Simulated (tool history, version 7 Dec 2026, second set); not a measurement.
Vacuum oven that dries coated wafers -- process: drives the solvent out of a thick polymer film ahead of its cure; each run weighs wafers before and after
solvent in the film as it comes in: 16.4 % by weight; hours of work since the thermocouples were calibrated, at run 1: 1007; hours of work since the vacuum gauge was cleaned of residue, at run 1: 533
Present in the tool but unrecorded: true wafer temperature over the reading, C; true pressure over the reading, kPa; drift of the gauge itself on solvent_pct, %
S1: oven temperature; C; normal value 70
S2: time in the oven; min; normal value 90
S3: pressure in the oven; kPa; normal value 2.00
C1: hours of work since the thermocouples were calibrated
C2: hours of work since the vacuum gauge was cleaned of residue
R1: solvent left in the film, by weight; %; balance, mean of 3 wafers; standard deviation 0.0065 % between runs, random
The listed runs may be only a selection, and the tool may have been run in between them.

run 1 hour=0.0 | S1=70 S2=90 S3=2.00 | C1=1007 C2=533 | R1=1.026
run 2 hour=51.1 | S1=65 S2=90 S3=2.00 | C1=1032 C2=558 | R1=1.518
run 3 hour=116.6 | S1=65 S2=90 S3=2.00 | C1=1065 C2=591 | R1=1.522
-- hour=123.5 oven's thermocouples calibrated
run 4 hour=173.6 | S1=80 S2=90 S3=2.00 | C1=25 C2=619 | R1=0.595
run 5 hour=262.4 | S1=80 S2=90 S3=2.00 | C1=69 C2=663 | R1=0.589
run 6 hour=316.6 | S1=77 S2=90 S3=2.00 | C1=97 C2=690 | R1=0.720
run 7 hour=381.0 | S1=77 S2=90 S3=2.00 | C1=129 C2=722 | R1=0.724
run 8 hour=461.6 | S1=77 S2=90 S3=1.18 | C1=169 C2=763 | R1=0.510
run 9 hour=528.3 | S1=70 S2=90 S3=2.00 | C1=202 C2=796 | R1=1.217
run 10 hour=613.8 | S1=70 S2=90 S3=2.00 | C1=245 C2=839 | R1=1.211
run 11 hour=731.3 | S1=70 S2=90 S3=2.00 | C1=304 C2=897 | R1=1.200
run 12 hour=787.6 | S1=70 S2=90 S3=2.00 | C1=332 C2=926 | R1=1.205
run 13 hour=838.9 | S1=70 S2=90 S3=2.00 | C1=358 C2=951 | R1=1.211
run 14 hour=949.6 | S1=70 S2=90 S3=2.00 | C1=413 C2=1006 | R1=1.199
run 15 hour=1048.9 | S1=70 S2=152 S3=2.00 | C1=463 C2=1056 | R1=0.810
run 16 hour=1167.4 | S1=70 S2=152 S3=2.00 | C1=522 C2=1115 | R1=0.818
run 17 hour=1237.5 | S1=70 S2=152 S3=2.00 | C1=557 C2=1150 | R1=0.820
run 18 hour=1345.7 | S1=57 S2=105 S3=3.02 | C1=611 C2=1205 | R1=3.272
run 19 hour=1412.6 | S1=57 S2=105 S3=3.02 | C1=645 C2=1238 | R1=3.258
run 20 hour=1461.2 | S1=57 S2=105 S3=3.02 | C1=669 C2=1262 | R1=3.245
run 21 hour=1573.1 | S1=57 S2=105 S3=3.02 | C1=725 C2=1318 | R1=3.223
run 22 hour=1656.9 | S1=83 S2=103 S3=1.15 | C1=767 C2=1360 | R1=0.300
run 23 hour=1731.2 | S1=70 S2=107 S3=2.71 | C1=804 C2=1397 | R1=1.223
run 24 hour=1835.3 | S1=70 S2=107 S3=2.71 | C1=856 C2=1449 | R1=1.218
run 25 hour=1910.3 | S1=60 S2=92 S3=1.11 | C1=893 C2=1487 | R1=1.986

The next listed run, before its measurement:
run 26 hour=2025.9 | S1=74 S2=92 S3=6.22 | C1=951 C2=1545 | R1=?

{"run 26": {"R1": 2.06}}
Without the tool's hidden state the same run would have given R1 2.101 %.

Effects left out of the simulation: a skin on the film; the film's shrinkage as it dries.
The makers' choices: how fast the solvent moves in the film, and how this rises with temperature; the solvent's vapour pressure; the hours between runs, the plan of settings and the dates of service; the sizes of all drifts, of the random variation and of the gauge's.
